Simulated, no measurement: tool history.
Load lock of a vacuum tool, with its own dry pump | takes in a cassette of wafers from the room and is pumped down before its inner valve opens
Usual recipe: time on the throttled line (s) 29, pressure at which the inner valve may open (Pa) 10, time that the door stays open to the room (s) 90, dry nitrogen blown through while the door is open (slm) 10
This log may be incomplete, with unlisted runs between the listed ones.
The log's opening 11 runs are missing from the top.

| run | hour | time on the throttled line (s) | pressure at which the inner valve may open (Pa) | time that the door stays open to the room (s) | dry nitrogen blown through while the door is open (slm) | incoming humidity of the room's air, % | time from the closed door until the inner valve may open (s) | rise of the pressure with all valves shut (Pa/min) |
|---|---|---|---|---|---|---|---|---|
| 12 | 1097.7 | 29 | 10 | 217 | 10 | 49.6 | 45.4 | 0.298 |
| 13 | 1243.1 | 29 | 10 | 217 | 10 | 46.2 | 46.0 | 0.281 |
| 14 | 1361.9 | 29 | 10 | 217 | 10 | 47.1 | 46.0 | 0.285 |
| 15 | 1523.7 | 29 | 10 | 143 | 10 | 46.5 | 45.6 | 0.222 |
| 16 | 1592.5 | 20 | 10 | 177 | 27 | 41.6 | 38.6 | 0.190 |
| 17 | 1749.1 | 29 | 13 | 40 | 21 | 43.8 | 45.0 | 0.113 |
| 18 | 1868.0 | 29 | 11 | 115 | 10 | 45.5 | 45.4 | 0.207 |
| 19 | 1988.2 | 29 | 11 | 115 | 10 | 46.5 | 45.9 | 0.210 |
| 20 | 2157.2 | 39 | 14 | 90 | 10 | 44.0 | 52.6 | 0.178 |
| 21 | 2291.3 | 39 | 14 | 90 | 10 | 43.9 | 53.0 | 0.173 |
| 22 | 2432.1 | 39 | 8 | 90 | 36 | 46.1 | 54.4 | 0.146 |
| 23 | 2544.7 | 29 | 10 | 81 | 10 | 43.2 | 45.9 | 0.171 |
| 24 | 2646.8 | 30 | 17 | 93 | 5 | 46.1 | 45.4 | 0.210 |
| 25 | 2787.2 | 27 | 10 | 90 | 10 | 44.1 | 44.1 | 0.182 |
| 26 | 2947.4 | 27 | 10 | 90 | 10 | 42.6 | 44.3 | 0.189 |
| 27 | 3082.6 | 27 | 10 | 90 | 10 | 45.9 | 44.1 | 0.188 |
| 28 | 3200.4 | 29 | 8 | 90 | 10 | 47.0 | 45.9 | 0.192 |
| 29 | 3347.7 | 29 | 10 | 76 | 10 | 46.4 | 46.0 | 0.181 |
| 30 | 3477.9 | 45 | 7 | 68 | 7 | 45.5 | 59.4 | 0.180 |

Predict each of these 5 candidate next runs independently; none follows another, all start after run 30:
| A | 3550.3 | 31 | 7 | 68 | 7 | 41.2 | ? | ? |
| B | 3550.3 | 22 | 7 | 68 | 7 | 43.1 | ? | ? |
| C | 3550.3 | 38 | 10 | 102 | 16 | 44.4 | ? | ? |
| D | 3550.3 | 29 | 10 | 90 | 10 | 43.6 | ? | ? |
| E | 3550.3 | 29 | 10 | 90 | 30 | 44.8 | ? | ? |

| run | time from the closed door until the inner valve may open (s) | rise of the pressure with all valves shut (Pa/min) |
|---|---|---|
| A | 48.3 | 0.170 |
| B | 41.1 | 0.183 |
| C | 52.8 | 0.193 |
| D | 46.1 | 0.193 |
| E | 46.1 | 0.161 |
With no hidden state in the tool, these same runs would have given:
| run | time from the closed door until the inner valve may open (s) | rise of the pressure with all valves shut (Pa/min) |
|---|---|---|
| A | 48.2 | 0.096 |
| B | 41.0 | 0.107 |
| C | 52.7 | 0.118 |
| D | 46.0 | 0.117 |
| E | 46.0 | 0.087 |
